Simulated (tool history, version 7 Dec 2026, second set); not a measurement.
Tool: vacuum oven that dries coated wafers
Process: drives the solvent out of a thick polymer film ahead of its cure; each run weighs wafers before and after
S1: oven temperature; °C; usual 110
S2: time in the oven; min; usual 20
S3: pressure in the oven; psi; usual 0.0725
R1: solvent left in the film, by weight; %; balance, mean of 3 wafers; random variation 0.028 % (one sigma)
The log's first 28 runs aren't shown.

run    hour   S1  S2      S3    R1
 29   625.7  100  16  0.0725  5.61
 30   658.4  103  16  0.2048  4.98
 31   680.6  123  16  0.2048  0.66
 32   704.8  123  16  0.2048  0.65
 33   729.1  123  16  0.2048  0.67
 34   754.2  119  20  0.0492  0.37
 35   781.4  116  19  0.1095  0.76
 36   811.7  110  17  0.2593   2.6
 37   842.4  117  10  0.0963  2.51
 38   857.9  117  10  0.0963   2.5
 39   877.6  117  10  0.0522  2.48
 40   894.3  117  10  0.0522  2.45
 41   916.7  117  10  0.0522  2.48
 42   948.5  106  10  0.0522  6.36
 43   980.1  106  10  0.0522  6.42
 44  1000.9  109  20  0.1211  1.89
 45  1015.7  110  22  0.0725  1.28
 46  1044.5  110  22  0.0725  1.24

4 ways to go on from here, each from the tool as it stands after run 46. What would each give?
  A  1071.3  101  14   0.133   ?
  B  1071.3  110  22  0.2527   ?
  C  1071.3  108  20  0.1981   ?
  D  1071.3  101  22  0.1143   ?

run    R1
  A   6.7
  B  1.87
  C  2.44
  D  3.78
Without the tool's hidden state the same runs would have given:
run    R1
  A  6.36
  B  1.67
  C  2.21
  D  3.47
